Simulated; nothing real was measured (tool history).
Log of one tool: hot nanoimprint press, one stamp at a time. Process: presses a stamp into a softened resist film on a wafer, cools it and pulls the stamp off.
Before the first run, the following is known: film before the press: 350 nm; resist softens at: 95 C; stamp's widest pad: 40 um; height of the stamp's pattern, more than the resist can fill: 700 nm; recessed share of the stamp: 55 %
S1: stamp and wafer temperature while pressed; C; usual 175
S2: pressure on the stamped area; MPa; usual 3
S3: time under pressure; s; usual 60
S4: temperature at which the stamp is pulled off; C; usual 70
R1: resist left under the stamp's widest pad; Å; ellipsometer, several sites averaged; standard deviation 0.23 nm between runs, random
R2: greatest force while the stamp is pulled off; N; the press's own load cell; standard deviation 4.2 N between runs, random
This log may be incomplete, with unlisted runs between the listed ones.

run 1 day=0 | S1=175 S2=3 S3=60 S4=70 | R1=1772 R2=235
run 2 day=1.621 | S1=175 S2=3 S3=60 S4=70 | R1=1771 R2=239
run 3 day=2.479 | S1=175 S2=3 S3=60 S4=70 | R1=1769 R2=244
run 4 day=3.779 | S1=175 S2=3 S3=60 S4=70 | R1=1768 R2=248
run 5 day=4.792 | S1=175 S2=3 S3=60 S4=70 | R1=1765 R2=258
run 6 day=5.688 | S1=175 S2=3 S3=60 S4=70 | R1=1768 R2=254
run 7 day=7.021 | S1=175 S2=3 S3=60 S4=70 | R1=1761 R2=267
run 8 day=8.562 | S1=175 S2=3 S3=60 S4=70 | R1=1765 R2=265
run 9 day=10.133 | S1=175 S2=3 S3=60 S4=70 | R1=1757 R2=274
run 10 day=11.246 | S1=175 S2=3 S3=60 S4=60 | R1=1754 R2=339
-- day=12.008 stamp cleaned and given a new release coat
run 11 day=12.717 | S1=175 S2=3 S3=105 S4=73 | R1=1438 R2=182
run 12 day=13.717 | S1=183 S2=3.68 S3=105 S4=73 | R1=935 R2=193
run 13 day=14.958 | S1=183 S2=3.68 S3=105 S4=73 | R1=936 R2=200
run 14 day=16.179 | S1=165 S2=3.68 S3=105 S4=57 | R1=1956 R2=270
run 15 day=17.058 | S1=165 S2=3.68 S3=48 S4=57 | R1=2431 R2=286

The next listed run, before its measurement:
run 16 day=17.858 | S1=165 S2=2.48 S3=39 S4=73 | R1=? R2=?

{"run 16": {"R1": 2835, "R2": 201}}
Minus the tool's unlogged condition, the same run would have read R1 2845 Å, R2 186 N.

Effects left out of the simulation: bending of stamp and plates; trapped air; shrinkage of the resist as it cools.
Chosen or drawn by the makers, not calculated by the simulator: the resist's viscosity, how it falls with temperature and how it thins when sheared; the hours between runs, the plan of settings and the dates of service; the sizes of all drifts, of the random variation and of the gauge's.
